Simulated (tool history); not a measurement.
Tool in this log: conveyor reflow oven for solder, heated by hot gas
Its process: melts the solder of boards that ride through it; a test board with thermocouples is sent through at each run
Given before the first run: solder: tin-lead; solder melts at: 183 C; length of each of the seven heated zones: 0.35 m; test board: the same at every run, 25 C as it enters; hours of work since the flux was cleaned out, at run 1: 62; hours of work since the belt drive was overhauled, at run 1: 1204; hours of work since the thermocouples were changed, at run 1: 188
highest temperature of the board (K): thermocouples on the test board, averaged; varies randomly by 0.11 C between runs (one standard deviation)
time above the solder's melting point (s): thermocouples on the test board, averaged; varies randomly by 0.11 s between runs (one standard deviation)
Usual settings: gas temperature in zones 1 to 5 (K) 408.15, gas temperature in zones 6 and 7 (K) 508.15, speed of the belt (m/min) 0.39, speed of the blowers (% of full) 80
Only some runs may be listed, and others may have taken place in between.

| run | hour | gas temperature in zones 1 to 5 (K) | gas temperature in zones 6 and 7 (K) | speed of the belt (m/min) | speed of the blowers (% of full) | hours of work since the flux was cleaned out | hours of work since the belt drive was overhauled | hours of work since the thermocouples were changed | highest temperature of the board (K) | time above the solder's melting point (s) |
|---|---|---|---|---|---|---|---|---|---|---|
| 1 | 0 | 408.15 | 508.15 | 0.39 | 80 | 62 | 1204 | 188 | 495.05 | 86 |
| 2 | 39.5 | 408.15 | 508.15 | 0.39 | 80 | 93 | 1235 | 219 | 494.65 | 86 |
| 3 | 59.6 | 408.15 | 508.15 | 0.39 | 80 | 108 | 1251 | 234 | 494.65 | 85.5 |
| 4 | 96.9 | 419.15 | 508.15 | 0.39 | 80 | 137 | 1280 | 263 | 496.05 | 92.4 |
| 5 | 117.3 | 419.15 | 508.15 | 0.39 | 80 | 153 | 1295 | 279 | 495.75 | 92.5 |
|  | 142 | flux residue cleaned out of gas plates and filters |
| 6 | 155.4 | 419.15 | 508.15 | 0.39 | 80 | 10 | 1321 | 304 | 497.15 | 93.8 |
| 7 | 182 | 419.15 | 508.15 | 0.39 | 80 | 31 | 1342 | 325 | 496.85 | 93.8 |
| 8 | 225.4 | 408.15 | 508.15 | 0.39 | 80 | 65 | 1375 | 359 | 495.15 | 86.7 |
|  | 243.3 | belt drive overhauled, speed set with a stopwatch |
| 9 | 249.5 | 408.15 | 517.15 | 0.39 | 80 | 80 | 5 | 374 | 502.65 | 90.8 |
| 10 | 280.8 | 421.15 | 508.15 | 0.39 | 80 | 104 | 29 | 399 | 496.35 | 91.9 |
| 11 | 298.7 | 408.15 | 508.15 | 0.39 | 59 | 118 | 43 | 412 | 487.15 | 74.3 |
| 12 | 339.3 | 408.15 | 508.15 | 0.39 | 59 | 150 | 74 | 444 | 487.05 | 74.1 |
|  | 367.9 | flux residue cleaned out of gas plates and filters |
| 13 | 367.9 | 408.15 | 508.15 | 0.39 | 59 | 0 | 93 | 462 | 488.25 | 75.7 |
| 14 | 400.2 | 408.15 | 508.15 | 0.39 | 59 | 25 | 118 | 487 | 488.05 | 75.6 |
| 15 | 432.4 | 408.15 | 508.15 | 0.39 | 59 | 50 | 143 | 512 | 487.85 | 75.4 |
| 16 | 468.8 | 408.15 | 508.15 | 0.39 | 59 | 78 | 171 | 540 | 487.85 | 74.9 |
| 17 | 503.2 | 408.15 | 508.15 | 0.39 | 59 | 105 | 197 | 567 | 487.65 | 74.9 |
|  | 538 | thermocouples of zones 6 and 7 changed |
| 18 | 546.6 | 408.15 | 504.15 | 0.39 | 84 | 137 | 229 | 7 | 491.25 | 81.7 |
|  | 591.7 | flux residue cleaned out of gas plates and filters |
| 19 | 591.7 | 400.15 | 500.15 | 0.459 | 83 | 0 | 261 | 38 | 482.75 | 56.6 |
| 20 | 614.7 | 408.15 | 501.15 | 0.391 | 57 | 18 | 278 | 56 | 481.25 | 66.1 |
| 21 | 643.6 | 421.15 | 497.15 | 0.391 | 65 | 40 | 301 | 78 | 483.05 | 77.5 |
| 22 | 678.4 | 421.15 | 497.15 | 0.391 | 65 | 67 | 328 | 105 | 482.95 | 77.2 |
| 23 | 717.6 | 421.15 | 497.15 | 0.391 | 65 | 97 | 358 | 135 | 482.75 | 77.1 |
| 24 | 736.6 | 408.15 | 510.15 | 0.431 | 70 | 112 | 373 | 150 | 489.65 | 70.4 |
| 25 | 776.9 | 408.15 | 510.15 | 0.431 | 70 | 143 | 404 | 181 | 489.35 | 69.8 |
|  | 813.4 | flux residue cleaned out of gas plates and filters |
| 26 | 823.9 | 408.15 | 510.15 | 0.431 | 70 | 8 | 437 | 214 | 490.85 | 71.8 |
| 27 | 866.4 | 408.15 | 510.15 | 0.431 | 70 | 41 | 469 | 247 | 490.45 | 71.4 |
| 28 | 902.7 | 417.15 | 523.15 | 0.316 | 70 | 69 | 498 | 275 | 512.85 | 126 |
| 29 | 941.8 | 406.15 | 511.15 | 0.39 | 80 | 99 | 528 | 305 | 496.85 | 85.8 |
| 30 | 970.1 | 408.15 | 508.15 | 0.39 | 63 | 121 | 550 | 327 | 489.15 | 77.5 |

4 options for the next run, each taken on its own from the tool as it stands now. Forecast them:
| A | 989.2 | 408.15 | 508.15 | 0.39 | 72 | 136 | 565 | 342 | ? | ? |
| B | 989.2 | 408.15 | 500.15 | 0.413 | 80 | 136 | 565 | 342 | ? | ? |
| C | 989.2 | 399.15 | 500.15 | 0.39 | 78 | 136 | 565 | 342 | ? | ? |
| D | 989.2 | 413.15 | 508.15 | 0.344 | 80 | 136 | 565 | 342 | ? | ? |

| run | highest temperature of the board (K) | time above the solder's melting point (s) |
|---|---|---|
| A | 491.85 | 81.5 |
| B | 485.65 | 70.7 |
| C | 485.35 | 70.6 |
| D | 498.15 | 103.3 |
What these runs would have given with no unlogged condition in the tool:
| run | highest temperature of the board (K) | time above the solder's melting point (s) |
|---|---|---|
| A | 492.85 | 82.2 |
| B | 486.55 | 71.8 |
| C | 486.35 | 71.9 |
| D | 498.85 | 103.5 |

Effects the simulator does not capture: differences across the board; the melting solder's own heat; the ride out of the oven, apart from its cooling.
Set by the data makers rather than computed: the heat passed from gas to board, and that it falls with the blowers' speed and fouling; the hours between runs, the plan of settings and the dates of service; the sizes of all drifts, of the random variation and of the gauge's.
